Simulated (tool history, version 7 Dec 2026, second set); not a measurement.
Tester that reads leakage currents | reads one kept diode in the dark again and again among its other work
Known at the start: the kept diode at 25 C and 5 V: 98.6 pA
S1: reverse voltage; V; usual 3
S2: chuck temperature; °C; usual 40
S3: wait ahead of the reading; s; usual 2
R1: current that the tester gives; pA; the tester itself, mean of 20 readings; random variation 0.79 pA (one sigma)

run 1 day=0 | S1=3 S2=40 S3=2 | R1=255.22
run 2 day=2.683 | S1=3 S2=40 S3=2 | R1=256.92
run 3 day=6.096 | S1=3 S2=40 S3=2 | R1=255.87
run 4 day=10.283 | S1=3 S2=40 S3=2 | R1=253.57
-- day=11.954 tester calibrated
run 5 day=12.558 | S1=3 S2=40 S3=2 | R1=257.02
run 6 day=17.162 | S1=3 S2=40 S3=0.95 | R1=256.23
run 7 day=20.367 | S1=3 S2=40 S3=0.95 | R1=254.01
run 8 day=23.358 | S1=3 S2=40 S3=0.95 | R1=253.77
run 9 day=27.542 | S1=3 S2=40 S3=2 | R1=250.79
run 10 day=31.825 | S1=3 S2=40 S3=2 | R1=251.04
run 11 day=36.538 | S1=3 S2=40 S3=2 | R1=249.18
run 12 day=40.533 | S1=2.26 S2=40 S3=2 | R1=215.71
run 13 day=42.975 | S1=3 S2=59 S3=5 | R1=1018.58
run 14 day=45.046 | S1=3 S2=59 S3=5 | R1=1012.87
run 15 day=49.342 | S1=3 S2=59 S3=5 | R1=1010.53
run 16 day=52.908 | S1=3 S2=22 S3=4.02 | R1=57.2
run 17 day=55.933 | S1=3 S2=22 S3=4.02 | R1=57.06
run 18 day=58.242 | S1=3 S2=22 S3=4.02 | R1=57.06

5 ways to go on from here, each from the tool as it stands after run 18. What would each give?
run A day=63.158 | S1=3 S2=29 S3=4.02 | R1=?
run B day=63.158 | S1=2.8 S2=22 S3=5.23 | R1=?
run C day=63.158 | S1=1.06 S2=45 S3=0.32 | R1=?
run D day=63.158 | S1=3.03 S2=54 S3=0.54 | R1=?
run E day=63.158 | S1=13.72 S2=40 S3=2 | R1=?

run=A R1=101.02
run=B R1=54.96
run=C R1=210.18
run=D R1=703.33
run=E R1=540.68
Without the tool's hidden state the same runs would have given:
run=A R1=107.09
run=B R1=56.74
run=C R1=228.41
run=D R1=761.62
run=E R1=572.76
